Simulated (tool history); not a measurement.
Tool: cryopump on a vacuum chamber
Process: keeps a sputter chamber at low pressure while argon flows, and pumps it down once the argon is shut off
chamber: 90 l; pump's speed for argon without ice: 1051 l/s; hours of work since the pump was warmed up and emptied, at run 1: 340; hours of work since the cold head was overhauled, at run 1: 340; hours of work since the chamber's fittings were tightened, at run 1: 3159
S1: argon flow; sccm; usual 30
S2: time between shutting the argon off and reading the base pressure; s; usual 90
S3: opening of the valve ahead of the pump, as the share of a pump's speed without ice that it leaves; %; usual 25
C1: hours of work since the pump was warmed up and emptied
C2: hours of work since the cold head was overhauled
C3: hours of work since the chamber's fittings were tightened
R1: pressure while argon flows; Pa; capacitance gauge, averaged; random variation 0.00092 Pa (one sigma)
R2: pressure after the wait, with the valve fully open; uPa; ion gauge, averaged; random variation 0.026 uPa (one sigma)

run,hour,S1,S2,S3,C1,C2,C3,R1,R2
1,0.0,30,90,25,340,340,3159,0.1973,1.71
2,9.7,30,90,25,346,346,3165,0.1972,1.71
3,19.1,30,90,25,351,351,3170,0.1968,1.73
4,30.7,30,90,25,358,358,3177,0.1980,1.74
5,43.7,30,90,54,365,365,3185,0.0944,1.75
6,51.7,30,90,25,370,370,3189,0.1986,1.75
7,60.9,30,90,25,375,375,3195,0.1986,1.76
8,67.2,55,90,25,379,379,3198,0.3628,1.74
9,74.5,55,90,25,383,383,3202,0.3625,1.72
10,88.2,55,90,25,391,391,3210,0.3630,1.76
11,99.1,55,90,25,397,397,3217,0.3629,1.68
12,112.3,55,90,25,405,405,3224,0.3656,1.75
13,126.4,55,90,25,413,413,3232,0.3618,1.72
14,135.7,13,25,20,419,419,3238,0.1073,3.73
15,149.7,13,57,20,427,427,3246,0.1082,2.21
16,157.5,13,57,20,431,431,3250,0.1074,2.22
17,169.7,48,177,25,438,438,3258,0.3168,1.38
18,179.5,48,106,33,444,444,3263,0.2447,1.64
19,186.4,48,106,33,448,448,3267,0.2439,1.60
20,197.8,48,106,33,455,455,3274,0.2431,1.64
21,211.7,48,106,33,463,463,3282,0.2466,1.73
22,225.7,27,57,27,471,471,3290,0.1674,2.15
23,240.0,25,57,27,479,479,3298,0.1548,2.21

Forecast each of these 4 alternatives for the next run:
A,248.9,26,90,22,484,484,3304,?,?
B,248.9,25,43,27,484,484,3304,?,?
C,248.9,15,41,21,484,484,3304,?,?
D,248.9,13,73,40,484,484,3304,?,?

run,R1,R2
A,0.1957,1.78
B,0.1558,2.65
C,0.1185,2.70
D,0.0556,1.97
Without the tool's hidden state the same runs would have given:
run,R1,R2
A,0.1896,1.04
B,0.1498,1.91
C,0.1150,1.97
D,0.0526,1.24

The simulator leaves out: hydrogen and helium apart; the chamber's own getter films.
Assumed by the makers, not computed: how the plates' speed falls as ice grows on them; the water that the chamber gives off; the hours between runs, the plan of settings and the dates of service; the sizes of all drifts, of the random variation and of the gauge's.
